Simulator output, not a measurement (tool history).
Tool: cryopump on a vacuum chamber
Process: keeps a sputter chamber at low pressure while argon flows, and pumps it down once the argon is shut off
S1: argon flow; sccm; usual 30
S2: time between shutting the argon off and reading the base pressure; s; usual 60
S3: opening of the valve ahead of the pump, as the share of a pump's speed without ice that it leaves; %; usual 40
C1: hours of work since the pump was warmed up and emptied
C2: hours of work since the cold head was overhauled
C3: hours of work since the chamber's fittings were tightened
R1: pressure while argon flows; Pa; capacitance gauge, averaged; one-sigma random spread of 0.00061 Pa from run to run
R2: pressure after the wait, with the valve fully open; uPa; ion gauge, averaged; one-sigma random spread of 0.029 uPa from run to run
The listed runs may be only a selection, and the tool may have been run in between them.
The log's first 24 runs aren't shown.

run	hour	S1	S2	S3	C1	C2	C3	R1	R2
# hour 1948.1: pump warmed up, emptied and cooled again
25	1965.5	16	62	27	12	3748	849	0.0693	2.20
26	2022.8	19	212	16	52	3788	889	0.1397	1.33
27	2112.6	19	212	16	114	3850	951	0.1401	1.37
28	2225.6	19	212	22	193	3929	1030	0.1021	1.52
29	2273.9	35	60	41	226	3962	1063	0.1047	2.41
30	2350.1	35	60	41	279	4015	1116	0.1080	2.46
31	2437.6	24	258	23	340	4076	1177	0.1270	1.64
32	2529.1	24	258	46	403	4139	1240	0.0684	1.78
33	2611.6	45	264	40	460	4196	1297	0.1495	1.92

What if the next run were any one of these 3? Each begins from the tool's condition after run 33:
# hour 2681.4: pump warmed up, emptied and cooled again
A	2724.4	16	264	40	30	4271	1372	?	?
# hour 2681.4: pump warmed up, emptied and cooled again
B	2724.4	29	46	40	30	4271	1372	?	?
# hour 2681.4: pump warmed up, emptied and cooled again
C	2724.4	40	160	34	30	4271	1372	?	?

run	R1	R2
A	0.0468	1.49
B	0.0846	2.94
C	0.1369	1.76
Without the tool's unlogged condition, the same runs would have read:
run	R1	R2
A	0.0460	0.44
B	0.0831	1.83
C	0.1349	0.68

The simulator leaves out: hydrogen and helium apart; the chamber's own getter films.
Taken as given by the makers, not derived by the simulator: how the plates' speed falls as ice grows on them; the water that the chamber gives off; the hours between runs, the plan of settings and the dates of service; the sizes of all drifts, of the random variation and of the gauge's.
